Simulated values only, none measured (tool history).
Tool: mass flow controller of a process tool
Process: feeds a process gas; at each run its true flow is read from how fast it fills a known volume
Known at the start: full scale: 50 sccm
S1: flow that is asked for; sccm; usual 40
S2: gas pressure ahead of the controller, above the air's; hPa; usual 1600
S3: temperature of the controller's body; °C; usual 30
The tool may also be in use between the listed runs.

{"run": 1, "hour": 0.0, "S1": 40, "S2": 1600, "S3": 30, "true flow (%)": 99.08}
{"run": 2, "hour": 417.3, "S1": 40, "S2": 1600, "S3": 30, "true flow (%)": 99.19}
{"run": 3, "hour": 660.1, "S1": 40, "S2": 1600, "S3": 30, "true flow (%)": 99.15}
{"run": 4, "hour": 840.4, "S1": 40, "S2": 1600, "S3": 30, "true flow (%)": 99.27}
{"run": 5, "hour": 1142.1, "S1": 40, "S2": 1600, "S3": 36, "true flow (%)": 99.26}
{"run": 6, "hour": 1529.9, "S1": 40, "S2": 1600, "S3": 36, "true flow (%)": 99.31}
{"run": 7, "hour": 1747.6, "S1": 40, "S2": 1600, "S3": 36, "true flow (%)": 99.3}
{"run": 8, "hour": 2172.7, "S1": 40, "S2": 1600, "S3": 36, "true flow (%)": 99.24}
{"run": 9, "hour": 2506.2, "S1": 40, "S2": 1600, "S3": 36, "true flow (%)": 99.37}
{"run": 10, "hour": 2948.9, "S1": 40, "S2": 1870, "S3": 30, "true flow (%)": 99.71}
{"run": 11, "hour": 3136.2, "S1": 40, "S2": 1870, "S3": 30, "true flow (%)": 99.79}
{"run": 12, "hour": 3339.2, "S1": 40, "S2": 1870, "S3": 30, "true flow (%)": 99.83}
{"run": 13, "hour": 3648.8, "S1": 40, "S2": 1600, "S3": 30, "true flow (%)": 99.73}
{"run": 14, "hour": 3899.0, "S1": 40, "S2": 1600, "S3": 30, "true flow (%)": 99.96}
{"run": 15, "hour": 4158.2, "S1": 40, "S2": 1600, "S3": 30, "true flow (%)": 99.94}
{"run": 16, "hour": 4518.4, "S1": 40, "S2": 1600, "S3": 30, "true flow (%)": 100}
{"run": 17, "hour": 4953.2, "S1": 40, "S2": 1600, "S3": 30, "true flow (%)": 100.05}
{"run": 18, "hour": 5292.4, "S1": 40, "S2": 1600, "S3": 30, "true flow (%)": 100.03}
{"run": 19, "hour": 5630.4, "S1": 40, "S2": 1600, "S3": 30, "true flow (%)": 100.12}
{"run": 20, "hour": 5960.0, "S1": 50, "S2": 1840, "S3": 30, "true flow (%)": 100.94}
{"hour": 5996.0, "done": "gauge calibrated"}
{"run": 21, "hour": 6283.7, "S1": 33, "S2": 1910, "S3": 30, "true flow (%)": 98.75}
{"run": 22, "hour": 6685.7, "S1": 33, "S2": 1910, "S3": 21, "true flow (%)": 99.02}
{"run": 23, "hour": 7096.2, "S1": 16, "S2": 2400, "S3": 35, "true flow (%)": 97.85}
{"run": 24, "hour": 7289.3, "S1": 16, "S2": 2400, "S3": 35, "true flow (%)": 97.73}

The next listed run, before its measurement:
{"run": 25, "hour": 7688.6, "S1": 16, "S2": 2400, "S3": 35, "true flow (%)": "?"}

{"run 25": {"true flow (%)": 97.89}}
Without the tool's hidden state the same run would have given true flow (%) 97.55.
